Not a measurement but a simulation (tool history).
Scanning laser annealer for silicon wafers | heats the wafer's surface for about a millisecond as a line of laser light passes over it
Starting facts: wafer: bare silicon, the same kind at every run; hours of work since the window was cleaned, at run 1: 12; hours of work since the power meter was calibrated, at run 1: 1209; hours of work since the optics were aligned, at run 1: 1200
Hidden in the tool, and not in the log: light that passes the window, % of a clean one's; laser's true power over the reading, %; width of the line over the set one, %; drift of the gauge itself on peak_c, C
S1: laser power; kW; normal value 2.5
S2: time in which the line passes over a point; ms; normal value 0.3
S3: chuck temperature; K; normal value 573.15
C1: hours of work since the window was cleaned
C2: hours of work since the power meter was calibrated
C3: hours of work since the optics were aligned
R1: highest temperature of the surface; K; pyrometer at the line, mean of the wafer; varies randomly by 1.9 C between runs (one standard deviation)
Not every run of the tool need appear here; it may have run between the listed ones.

{"run": 1, "hour": 0.0, "S1": 2.5, "S2": 0.3, "S3": 573.15, "C1": 12, "C2": 1209, "C3": 1200, "R1": 1353.15}
{"run": 2, "hour": 44.8, "S1": 2.5, "S2": 0.3, "S3": 573.15, "C1": 32, "C2": 1229, "C3": 1219, "R1": 1350.15}
{"run": 3, "hour": 95.7, "S1": 2.5, "S2": 0.3, "S3": 573.15, "C1": 54, "C2": 1251, "C3": 1242, "R1": 1349.15}
{"run": 4, "hour": 148.4, "S1": 2.5, "S2": 0.222, "S3": 573.15, "C1": 77, "C2": 1274, "C3": 1265, "R1": 1226.15}
{"run": 5, "hour": 198.0, "S1": 2.646, "S2": 0.222, "S3": 573.15, "C1": 99, "C2": 1296, "C3": 1286, "R1": 1272.15}
{"run": 6, "hour": 266.9, "S1": 2.646, "S2": 0.222, "S3": 573.15, "C1": 129, "C2": 1326, "C3": 1317, "R1": 1263.15}
{"run": 7, "hour": 324.1, "S1": 2.646, "S2": 0.222, "S3": 573.15, "C1": 154, "C2": 1351, "C3": 1342, "R1": 1266.15}
{"run": 8, "hour": 381.6, "S1": 2.5, "S2": 0.3, "S3": 573.15, "C1": 179, "C2": 1376, "C3": 1367, "R1": 1336.15}
{"run": 9, "hour": 423.0, "S1": 2.539, "S2": 0.3, "S3": 573.15, "C1": 197, "C2": 1394, "C3": 1385, "R1": 1343.15}

The next listed run, before its measurement:
{"run": 10, "hour": 461.4, "S1": 2.539, "S2": 0.3, "S3": 573.15, "C1": 214, "C2": 1411, "C3": 1402, "R1": "?"}

Run 10 measured R1 1344.15 K.
Take away the tool's hidden state, keep the run-to-run variation as it was, and the same run would have given R1 1382.15 K.
